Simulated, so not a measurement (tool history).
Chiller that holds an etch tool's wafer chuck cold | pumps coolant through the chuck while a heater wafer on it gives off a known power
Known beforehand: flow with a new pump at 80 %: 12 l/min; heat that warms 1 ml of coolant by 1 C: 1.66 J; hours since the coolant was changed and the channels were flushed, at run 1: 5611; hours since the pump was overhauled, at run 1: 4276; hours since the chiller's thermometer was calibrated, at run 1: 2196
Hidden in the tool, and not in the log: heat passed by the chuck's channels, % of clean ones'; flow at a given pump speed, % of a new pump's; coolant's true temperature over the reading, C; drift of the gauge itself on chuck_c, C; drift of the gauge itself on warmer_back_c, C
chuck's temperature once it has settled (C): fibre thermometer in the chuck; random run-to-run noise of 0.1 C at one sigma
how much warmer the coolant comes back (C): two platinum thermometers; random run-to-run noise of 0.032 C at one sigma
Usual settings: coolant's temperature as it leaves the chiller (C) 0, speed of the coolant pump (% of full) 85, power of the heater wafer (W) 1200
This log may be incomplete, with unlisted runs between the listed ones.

run    hour  coolant's temperature as it leaves the chiller (C)  speed of the coolant pump (% of full)  power of the heater wafer (W)  hours since the coolant was changed and the channels were flushed  hours since the pump was overhauled  hours since the chiller's thermometer was calibrated  chuck's temperature once it has settled (C)  how much warmer the coolant comes back (C)
  1       0                                                   0                                     85                           1200                                                               5611                                 4276                                                  2196                                          9.9                                        3.35
      108.1  -- chiller's thermometer calibrated
  2   108.1                                                   0                                     85                           1200                                                               5718                                 4383                                                     0                                          9.9                                        3.43
  3   251.9                                                   0                                     85                           1200                                                               5862                                 4527                                                   144                                          9.8                                        3.45
  4   378.9                                                   0                                     85                           1200                                                               5989                                 4654                                                   271                                          9.8                                        3.43
  5   488.8                                                   0                                     85                           1200                                                               6099                                 4764                                                   381                                           10                                        3.44
  6   706.8                                                   0                                     85                           1200                                                               6317                                 4982                                                   599                                           10                                        3.37
      825.7  -- coolant changed, channels flushed
  7   913.2                                                   0                                     98                           1200                                                                 87                                 5182                                                   799                                          8.9                                        2.92
  8  1072.3                                                   0                                     98                           1200                                                                247                                 5341                                                   958                                          9.1                                        2.97
  9  1195.7                                                   0                                     85                           1200                                                                370                                 5464                                                  1082                                          9.8                                        3.44
 10  1361.6                                                   0                                     85                           1200                                                                536                                 5630                                                  1247                                          9.6                                        3.41
 11  1588.4                                                   0                                     69                           1200                                                                763                                 5857                                                  1474                                         11.6                                        4.15
 12  1822.8                                                   0                                     69                           1200                                                                997                                 6091                                                  1709                                         11.6                                         4.2
 13  2026.9                                                   0                                     69                           1200                                                               1201                                 6296                                                  1913                                         11.6                                        4.19
 14  2203.4                                                   0                                     97                           1200                                                               1378                                 6472                                                  2089                                          8.9                                        3.04
     2414.3  -- chiller's thermometer calibrated
 15  2418.9                                                   0                                     85                           1200                                                               1592                                 6687                                                     5                                          9.9                                        3.45
 16  2538.3                                                  -2                                     85                           1200                                                               1712                                 6806                                                   124                                          7.9                                        3.38
 17  2738.5                                                   2                                     73                           1030                                                               1912                                 7006                                                   324                                         11.3                                        3.35
 18  2915.1                                                   2                                     92                           1030                                                               2088                                 7183                                                   501                                          9.9                                        2.76
 19  3080.5                                                   1                                     95                           1779                                                               2254                                 7348                                                   666                                         14.3                                        4.54
 20  3245.5                                                   5                                     85                            860                                                               2419                                 7513                                                   831                                         12.1                                        2.51
 21  3388.9                                                   0                                     64                            769                                                               2562                                 7657                                                   975                                          7.8                                        2.91
 22  3511.3                                                   6                                     87                            825                                                               2685                                 7779                                                  1097                                         12.8                                        2.34
     3641.8  -- coolant pump overhauled
 23  3736.1                                                   6                                     87                            825                                                               2904                                   94                                                  1317                                         12.8                                        2.29
 24  3917.9                                                   6                                     87                           1310                                                               3086                                  276                                                  1499                                         16.7                                        3.68
 25  4109.1                                                   6                                     87                           1310                                                               3277                                  467                                                  1690                                         16.5                                        3.64
 26  4335.6                                                  -5                                     92                           1419                                                               3504                                  694                                                  1916                                            6                                        3.77
 27  4463.2                                                  -5                                     92                           1419                                                               3631                                  821                                                  2044                                            6                                        3.71
 28  4693.6                                                  -5                                     92                           1419                                                               3862                                 1052                                                  2274                                          6.1                                         3.7
     4720.8  -- chiller's thermometer calibrated
 29  4834.3                                                   8                                     81                           1200                                                               4002                                 1191                                                   113                                         18.1                                        3.56
 30  4944.6                                                   7                                     85                           1200                                                               4112                                 1302                                                   224                                         16.8                                        3.38
 31  5164.4                                                  -2                                     91                           1280                                                               4332                                 1522                                                   444                                          8.1                                        3.41

Alternative continuations, all from the tool just after run 31; predict every row:
  A  5400.2                                                  -5                                     85                           1292                                                               4567                                 1757                                                   679                                            ?                                           ?
  B  5400.2                                                   7                                     91                           1280                                                               4567                                 1757                                                   679                                            ?                                           ?
  C  5400.2                                                   1                                     79                           1189                                                               4567                                 1757                                                   679                                            ?                                           ?
  D  5400.2                                                   0                                     64                           1147                                                               4567                                 1757                                                   679                                            ?                                           ?

run  chuck's temperature once it has settled (C)  how much warmer the coolant comes back (C)
  A                                          5.6                                        3.68
  B                                         17.2                                        3.46
  C                                         11.3                                        3.63
  D                                         11.6                                        4.34
The same runs, with their run-to-run variation unchanged, on a tool lacking any hidden condition would have given:
run  chuck's temperature once it has settled (C)  how much warmer the coolant comes back (C)
  A                                          5.6                                        3.68
  B                                         17.2                                        3.45
  C                                         11.3                                        3.63
  D                                         11.6                                        4.34
